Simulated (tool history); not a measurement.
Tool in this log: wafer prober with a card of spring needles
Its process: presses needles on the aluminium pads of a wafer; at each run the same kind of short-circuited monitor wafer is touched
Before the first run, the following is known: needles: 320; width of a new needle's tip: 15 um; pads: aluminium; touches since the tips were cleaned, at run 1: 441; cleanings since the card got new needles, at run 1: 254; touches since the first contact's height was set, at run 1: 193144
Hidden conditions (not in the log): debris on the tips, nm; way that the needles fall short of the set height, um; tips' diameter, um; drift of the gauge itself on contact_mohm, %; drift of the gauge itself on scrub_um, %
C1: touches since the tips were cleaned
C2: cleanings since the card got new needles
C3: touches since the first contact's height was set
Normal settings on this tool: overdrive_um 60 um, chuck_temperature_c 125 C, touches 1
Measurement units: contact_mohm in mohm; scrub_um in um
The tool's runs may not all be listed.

{"run": 1, "hour": 0.0, "overdrive_um": 60, "chuck_temperature_c": 125, "touches": 1, "C1": 441, "C2": 254, "C3": 193144, "contact_mohm": 269, "scrub_um": 13.07}
{"hour": 5.0, "done": "height of the first contact set anew"}
{"hour": 6.7, "done": "tips cleaned on abrasive film"}
{"hour": 14.6, "done": "tips cleaned on abrasive film"}
{"hour": 22.6, "done": "tips cleaned on abrasive film"}
{"hour": 30.5, "done": "tips cleaned on abrasive film"}
{"hour": 38.4, "done": "tips cleaned on abrasive film"}
{"hour": 46.4, "done": "tips cleaned on abrasive film"}
{"hour": 54.3, "done": "tips cleaned on abrasive film"}
{"run": 2, "hour": 59.2, "overdrive_um": 60, "chuck_temperature_c": 125, "touches": 1, "C1": 2450, "C2": 261, "C3": 26833, "contact_mohm": 352, "scrub_um": 12.66}
{"hour": 60.9, "done": "tips cleaned on abrasive film"}
{"hour": 67.3, "done": "tips cleaned on abrasive film"}
{"hour": 75.2, "done": "tips cleaned on abrasive film"}
{"hour": 83.1, "done": "tips cleaned on abrasive film"}
{"hour": 89.5, "done": "tips cleaned on abrasive film"}
{"hour": 97.5, "done": "tips cleaned on abrasive film"}
{"hour": 105.4, "done": "tips cleaned on abrasive film"}
{"hour": 112.2, "done": "tips cleaned on abrasive film"}
{"run": 3, "hour": 112.2, "overdrive_um": 60, "chuck_temperature_c": 125, "touches": 1, "C1": 0, "C2": 269, "C3": 52978, "contact_mohm": 230, "scrub_um": 12.75}
{"hour": 120.1, "done": "tips cleaned on abrasive film"}
{"hour": 128.0, "done": "tips cleaned on abrasive film"}
{"hour": 136.0, "done": "tips cleaned on abrasive film"}
{"hour": 143.9, "done": "tips cleaned on abrasive film"}
{"hour": 151.9, "done": "tips cleaned on abrasive film"}
{"hour": 159.8, "done": "tips cleaned on abrasive film"}
{"hour": 167.7, "done": "tips cleaned on abrasive film"}
{"hour": 174.1, "done": "tips cleaned on abrasive film"}
{"run": 4, "hour": 174.2, "overdrive_um": 60, "chuck_temperature_c": 125, "touches": 1, "C1": 28, "C2": 277, "C3": 83679, "contact_mohm": 235, "scrub_um": 12.63}
{"hour": 180.5, "done": "tips cleaned on abrasive film"}
{"hour": 188.5, "done": "tips cleaned on abrasive film"}
{"hour": 196.4, "done": "tips cleaned on abrasive film"}
{"hour": 204.4, "done": "tips cleaned on abrasive film"}
{"hour": 212.3, "done": "tips cleaned on abrasive film"}
{"hour": 220.2, "done": "tips cleaned on abrasive film"}
{"hour": 226.6, "done": "tips cleaned on abrasive film"}
{"hour": 234.6, "done": "tips cleaned on abrasive film"}
{"hour": 236.4, "done": "height of the first contact set anew, once more"}
{"run": 5, "hour": 240.8, "overdrive_um": 60, "chuck_temperature_c": 125, "touches": 1, "C1": 2995, "C2": 285, "C3": 2208, "contact_mohm": 357, "scrub_um": 14.41}
{"hour": 242.5, "done": "tips cleaned on abrasive film"}
{"hour": 250.5, "done": "tips cleaned on abrasive film"}
{"hour": 258.4, "done": "tips cleaned on abrasive film"}
{"hour": 266.3, "done": "tips cleaned on abrasive film"}
{"hour": 274.3, "done": "tips cleaned on abrasive film"}
{"hour": 282.2, "done": "tips cleaned on abrasive film"}
{"run": 6, "hour": 283.4, "overdrive_um": 60, "chuck_temperature_c": 125, "touches": 1, "C1": 608, "C2": 291, "C3": 23267, "contact_mohm": 264, "scrub_um": 14.1}
{"hour": 289.8, "done": "tips cleaned on abrasive film"}
{"hour": 297.7, "done": "tips cleaned on abrasive film"}
{"hour": 304.1, "done": "tips cleaned on abrasive film"}
{"hour": 312.1, "done": "tips cleaned on abrasive film"}
{"hour": 320.0, "done": "tips cleaned on abrasive film"}
{"hour": 327.9, "done": "tips cleaned on abrasive film"}
{"hour": 334.3, "done": "tips cleaned on abrasive film"}
{"hour": 342.3, "done": "tips cleaned on abrasive film"}
{"run": 7, "hour": 342.8, "overdrive_um": 60, "chuck_temperature_c": 125, "touches": 1, "C1": 249, "C2": 299, "C3": 52617, "contact_mohm": 239, "scrub_um": 13.6}
{"hour": 349.1, "done": "tips cleaned on abrasive film"}
{"hour": 355.5, "done": "tips cleaned on abrasive film"}
{"hour": 363.4, "done": "tips cleaned on abrasive film"}
{"hour": 371.4, "done": "tips cleaned on abrasive film"}
{"hour": 379.3, "done": "tips cleaned on abrasive film"}
{"hour": 387.3, "done": "tips cleaned on abrasive film"}
{"run": 8, "hour": 388.9, "overdrive_um": 60, "chuck_temperature_c": 125, "touches": 1, "C1": 789, "C2": 305, "C3": 75429, "contact_mohm": 276, "scrub_um": 13.6}
{"hour": 393.8, "done": "tips cleaned on abrasive film"}
{"hour": 401.7, "done": "tips cleaned on abrasive film"}
{"hour": 409.6, "done": "tips cleaned on abrasive film"}
{"hour": 416.0, "done": "tips cleaned on abrasive film"}
{"run": 9, "hour": 416.6, "overdrive_um": 60, "chuck_temperature_c": 71, "touches": 1, "C1": 308, "C2": 309, "C3": 89162, "contact_mohm": 241, "scrub_um": 13.55}
{"hour": 423.0, "done": "tips cleaned on abrasive film"}
{"hour": 431.0, "done": "tips cleaned on abrasive film"}
{"hour": 438.9, "done": "tips cleaned on abrasive film"}
{"hour": 446.8, "done": "tips cleaned on abrasive film"}
{"hour": 453.2, "done": "tips cleaned on abrasive film"}
{"hour": 461.2, "done": "tips cleaned on abrasive film"}
{"hour": 469.1, "done": "tips cleaned on abrasive film"}
{"hour": 477.0, "done": "tips cleaned on abrasive film"}
{"run": 10, "hour": 479.5, "overdrive_um": 60, "chuck_temperature_c": 32, "touches": 1, "C1": 1213, "C2": 317, "C3": 120265, "contact_mohm": 295, "scrub_um": 13.43}
{"hour": 484.3, "done": "tips cleaned on abrasive film"}
{"hour": 492.2, "done": "tips cleaned on abrasive film"}
{"hour": 500.2, "done": "tips cleaned on abrasive film"}
{"hour": 508.1, "done": "tips cleaned on abrasive film"}
{"hour": 516.0, "done": "tips cleaned on abrasive film"}
{"hour": 522.4, "done": "tips cleaned on abrasive film"}
{"hour": 530.4, "done": "tips cleaned on abrasive film"}
{"hour": 538.3, "done": "tips cleaned on abrasive film"}
{"hour": 545.1, "done": "tips cleaned on abrasive film"}
{"run": 11, "hour": 545.1, "overdrive_um": 60, "chuck_temperature_c": 73, "touches": 1, "C1": 0, "C2": 326, "C3": 152728, "contact_mohm": 235, "scrub_um": 13.36}
{"hour": 553.0, "done": "tips cleaned on abrasive film"}
{"hour": 561.0, "done": "tips cleaned on abrasive film"}
{"hour": 568.9, "done": "tips cleaned on abrasive film"}
{"hour": 576.9, "done": "tips cleaned on abrasive film"}
{"run": 12, "hour": 582.1, "overdrive_um": 60, "chuck_temperature_c": 125, "touches": 2, "C1": 2602, "C2": 330, "C3": 171059, "contact_mohm": 319, "scrub_um": 12.98}

Predict the results of run 13:
{"hour": 583.7, "done": "tips cleaned on abrasive film"}
{"hour": 590.1, "done": "tips cleaned on abrasive film"}
{"hour": 598.0, "done": "tips cleaned on abrasive film"}
{"hour": 606.0, "done": "tips cleaned on abrasive film"}
{"hour": 613.9, "done": "tips cleaned on abrasive film"}
{"hour": 620.3, "done": "tips cleaned on abrasive film"}
{"hour": 628.2, "done": "tips cleaned on abrasive film"}
{"hour": 631.7, "done": "height of the first contact set anew"}
{"hour": 636.1, "done": "tips cleaned on abrasive film"}
{"run": 13, "hour": 636.1, "overdrive_um": 60, "chuck_temperature_c": 125, "touches": 2, "C1": 0, "C2": 338, "C3": 2163, "contact_mohm": "?", "scrub_um": "?"}

Logged for run 13: contact_mohm 232 mohm, scrub_um 14.16 um.
Had the tool carried no hidden state, the very same run would have given contact_mohm 212 mohm, scrub_um 14.18 um.
